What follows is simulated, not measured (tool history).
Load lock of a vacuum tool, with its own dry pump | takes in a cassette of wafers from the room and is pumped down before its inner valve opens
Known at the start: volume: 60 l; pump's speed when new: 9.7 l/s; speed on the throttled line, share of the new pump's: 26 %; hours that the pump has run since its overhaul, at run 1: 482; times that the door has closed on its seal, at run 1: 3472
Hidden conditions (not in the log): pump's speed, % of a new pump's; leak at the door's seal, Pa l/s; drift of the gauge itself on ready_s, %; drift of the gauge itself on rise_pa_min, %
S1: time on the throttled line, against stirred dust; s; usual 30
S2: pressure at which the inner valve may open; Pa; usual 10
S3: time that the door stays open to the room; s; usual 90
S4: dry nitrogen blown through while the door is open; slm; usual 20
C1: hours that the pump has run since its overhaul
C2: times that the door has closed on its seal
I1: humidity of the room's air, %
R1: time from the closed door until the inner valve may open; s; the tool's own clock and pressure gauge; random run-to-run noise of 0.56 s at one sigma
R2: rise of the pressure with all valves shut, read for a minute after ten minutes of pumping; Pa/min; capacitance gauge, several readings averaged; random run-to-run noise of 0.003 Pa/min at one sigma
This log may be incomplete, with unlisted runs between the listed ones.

{"run": 1, "day": 0.0, "S1": 30, "S2": 10, "S3": 90, "S4": 20, "C1": 482, "C2": 3472, "I1": 43.3, "R1": 81.2, "R2": 0.034}
{"run": 2, "day": 7.925, "S1": 30, "S2": 10, "S3": 90, "S4": 20, "C1": 673, "C2": 3758, "I1": 45.6, "R1": 80.5, "R2": 0.037}
{"run": 3, "day": 18.375, "S1": 30, "S2": 10, "S3": 90, "S4": 20, "C1": 923, "C2": 4135, "I1": 43.1, "R1": 81.5, "R2": 0.042}
{"run": 4, "day": 30.938, "S1": 30, "S2": 10, "S3": 90, "S4": 20, "C1": 1225, "C2": 4588, "I1": 42.8, "R1": 82.6, "R2": 0.036}
{"run": 5, "day": 44.388, "S1": 30, "S2": 10, "S3": 90, "S4": 20, "C1": 1548, "C2": 5073, "I1": 45.7, "R1": 81.7, "R2": 0.036}
{"run": 6, "day": 58.846, "S1": 30, "S2": 10, "S3": 90, "S4": 10, "C1": 1895, "C2": 5595, "I1": 43.4, "R1": 82.4, "R2": 0.041}
{"run": 7, "day": 65.633, "S1": 39, "S2": 20, "S3": 90, "S4": 18, "C1": 2058, "C2": 5840, "I1": 45.1, "R1": 85.1, "R2": 0.038}
{"run": 8, "day": 78.55, "S1": 18, "S2": 13, "S3": 90, "S4": 22, "C1": 2368, "C2": 6306, "I1": 46.6, "R1": 72.9, "R2": 0.044}
{"run": 9, "day": 85.708, "S1": 30, "S2": 12, "S3": 57, "S4": 20, "C1": 2539, "C2": 6565, "I1": 46.4, "R1": 83.2, "R2": 0.04}
{"run": 10, "day": 94.625, "S1": 30, "S2": 12, "S3": 57, "S4": 20, "C1": 2754, "C2": 6887, "I1": 47.2, "R1": 82.9, "R2": 0.046}
{"run": 11, "day": 104.025, "S1": 53, "S2": 12, "S3": 90, "S4": 20, "C1": 2979, "C2": 7226, "I1": 43.2, "R1": 99, "R2": 0.036}

Results for each run, recomputed without the tool's hidden state and with each run's random variation untouched:
run=1 R1=79.8 R2=0.026
run=2 R1=78.9 R2=0.028
run=3 R1=79.7 R2=0.032
run=4 R1=80.4 R2=0.025
run=5 R1=79.2 R2=0.024
run=6 R1=79.6 R2=0.028
run=7 R1=82.5 R2=0.024
run=8 R1=69.5 R2=0.029
run=9 R1=79.7 R2=0.024
run=10 R1=79.2 R2=0.029
run=11 R1=95.5 R2=0.018
